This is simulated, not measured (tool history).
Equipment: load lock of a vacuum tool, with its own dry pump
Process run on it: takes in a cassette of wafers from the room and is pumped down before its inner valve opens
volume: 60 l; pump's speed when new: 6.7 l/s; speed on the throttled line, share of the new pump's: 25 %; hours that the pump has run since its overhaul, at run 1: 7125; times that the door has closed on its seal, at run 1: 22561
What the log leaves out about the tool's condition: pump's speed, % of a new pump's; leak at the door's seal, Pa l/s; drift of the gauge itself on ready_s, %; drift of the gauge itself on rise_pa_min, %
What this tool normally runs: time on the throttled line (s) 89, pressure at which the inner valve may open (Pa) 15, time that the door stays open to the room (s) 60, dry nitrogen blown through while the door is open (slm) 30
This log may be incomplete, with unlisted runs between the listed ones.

| run | hour | time on the throttled line (s) | pressure at which the inner valve may open (Pa) | time that the door stays open to the room (s) | dry nitrogen blown through while the door is open (slm) | hours that the pump has run since its overhaul | times that the door has closed on its seal | incoming humidity of the room's air, % | time from the closed door until the inner valve may open (s) | rise of the pressure with all valves shut (Pa/min) |
|---|---|---|---|---|---|---|---|---|---|---|
| 1 | 0 | 89 | 15 | 60 | 30 | 7125 | 22561 | 48.4 | 150.8 | 0.16 |
| 2 | 326.8 | 89 | 15 | 60 | 30 | 7452 | 23669 | 48.5 | 151.1 | 0.171 |
| 3 | 481.6 | 89 | 15 | 60 | 30 | 7607 | 24193 | 41.8 | 150.8 | 0.172 |
| 4 | 768.2 | 89 | 15 | 60 | 30 | 7894 | 25165 | 49.6 | 151.9 | 0.186 |
| 5 | 933.3 | 89 | 15 | 60 | 30 | 8059 | 25725 | 45.7 | 152.4 | 0.195 |
| 6 | 1169 | 89 | 15 | 60 | 30 | 8294 | 26524 | 45.5 | 152.3 | 0.192 |
| 7 | 1321.6 | 89 | 15 | 60 | 30 | 8447 | 27041 | 42.4 | 152.3 | 0.205 |
| 8 | 1636.2 | 89 | 26 | 60 | 30 | 8762 | 28108 | 44.9 | 145.4 | 0.208 |
| 9 | 1843.3 | 89 | 26 | 60 | 30 | 8969 | 28809 | 45.7 | 147.8 | 0.222 |
| 10 | 2084 | 89 | 26 | 60 | 30 | 9209 | 29625 | 42.1 | 147.7 | 0.218 |
| 11 | 2353.9 | 89 | 15 | 60 | 36 | 9479 | 30540 | 45.4 | 153 | 0.237 |
| 12 | 2618.1 | 89 | 15 | 60 | 36 | 9744 | 31436 | 45.4 | 152.6 | 0.244 |
| 13 | 2851.1 | 89 | 15 | 60 | 36 | 9977 | 32226 | 41.7 | 154.2 | 0.243 |
| 14 | 3054.3 | 89 | 15 | 37 | 30 | 10180 | 32915 | 45.7 | 153.5 | 0.251 |
| 15 | 3235 | 89 | 15 | 37 | 30 | 10360 | 33527 | 46.3 | 154.7 | 0.258 |
| 16 | 3570.8 | 89 | 15 | 60 | 30 | 10696 | 34665 | 44.7 | 154.3 | 0.275 |
| 17 | 3786.3 | 89 | 15 | 60 | 30 | 10912 | 35396 | 43.4 | 154.3 | 0.275 |
| 18 | 4074.4 | 89 | 15 | 60 | 30 | 11200 | 36373 | 45.1 | 154.3 | 0.302 |
| 19 | 4297.1 | 95 | 15 | 129 | 30 | 11423 | 37128 | 48 | 157.5 | 0.322 |
| 20 | 4525.6 | 77 | 15 | 60 | 30 | 11651 | 37902 | 49.2 | 146.4 | 0.313 |
| 21 | 4666.9 | 89 | 14 | 90 | 30 | 11792 | 38381 | 44.1 | 156.5 | 0.32 |
| 22 | 4956.5 | 117 | 11 | 60 | 30 | 12082 | 39363 | 46.8 | 179.3 | 0.32 |
| 23 | 5214.2 | 117 | 11 | 60 | 30 | 12340 | 40236 | 47.2 | 179.5 | 0.334 |
| 24 | 5375.2 | 117 | 11 | 60 | 30 | 12501 | 40782 | 49 | 178.7 | 0.341 |
| 25 | 5517.3 | 117 | 11 | 60 | 30 | 12643 | 41264 | 43.3 | 178.7 | 0.343 |
| 26 | 5765.7 | 117 | 11 | 60 | 30 | 12891 | 42106 | 40.9 | 180 | 0.353 |
| 27 | 6072.2 | 113 | 13 | 60 | 30 | 13198 | 43145 | 48.6 | 173.9 | 0.367 |
| 28 | 6379.1 | 113 | 13 | 60 | 30 | 13504 | 44185 | 48.2 | 175.1 | 0.389 |
| 29 | 6542.7 | 46 | 15 | 60 | 8 | 13668 | 44740 | 46.8 | 126.1 | 0.403 |
| 30 | 6846.2 | 46 | 15 | 60 | 8 | 13972 | 45769 | 41.4 | 126.3 | 0.419 |
| 31 | 7083.7 | 89 | 15 | 60 | 30 | 14209 | 46574 | 46.3 | 155.9 | 0.419 |
| 32 | 7405.8 | 79 | 15 | 161 | 7 | 14531 | 47666 | 45 | 150.6 | 0.488 |
| 33 | 7590.9 | 79 | 15 | 161 | 7 | 14716 | 48293 | 44.2 | 152.3 | 0.49 |
| 34 | 7889 | 114 | 27 | 60 | 30 | 15014 | 49304 | 44.7 | 168.8 | 0.452 |
| 35 | 8097 | 108 | 15 | 31 | 5 | 15222 | 50009 | 46.4 | 171.4 | 0.463 |
| 36 | 8329.4 | 89 | 19 | 228 | 15 | 15455 | 50797 | 47.8 | 156 | 0.549 |

Hidden state or all else? Some run-to-run changes of time from the closed door until the inner valve may open (s), split into what the settings, what came in and random variation would give without the hidden state, and what is left for the hidden state (with any gauge scatter that isn't in both results):
Run 21 -> 22: time on the throttled line (s) 89 -> 117, pressure at which the inner valve may open (Pa) 14 -> 11, time that the door stays open to the room (s) 90 -> 60. time from the closed door until the inner valve may open (s) +22.8: hidden state -0.5, all else +23.3.
Run 28 -> 29: time on the throttled line (s) 113 -> 46, pressure at which the inner valve may open (Pa) 13 -> 15, dry nitrogen blown through while the door is open (slm) 30 -> 8. time from the closed door until the inner valve may open (s) -49: hidden state +3.2, all else -52.2.
Run 30 -> 31: time on the throttled line (s) 46 -> 89, dry nitrogen blown through while the door is open (slm) 8 -> 30. time from the closed door until the inner valve may open (s) +29.6: hidden state -2, all else +31.6.
Run 33 -> 34: time on the throttled line (s) 79 -> 114, pressure at which the inner valve may open (Pa) 15 -> 27, time that the door stays open to the room (s) 161 -> 60, dry nitrogen blown through while the door is open (slm) 7 -> 30. time from the closed door until the inner valve may open (s) +16.5: hidden state -2.9, all else +19.4.
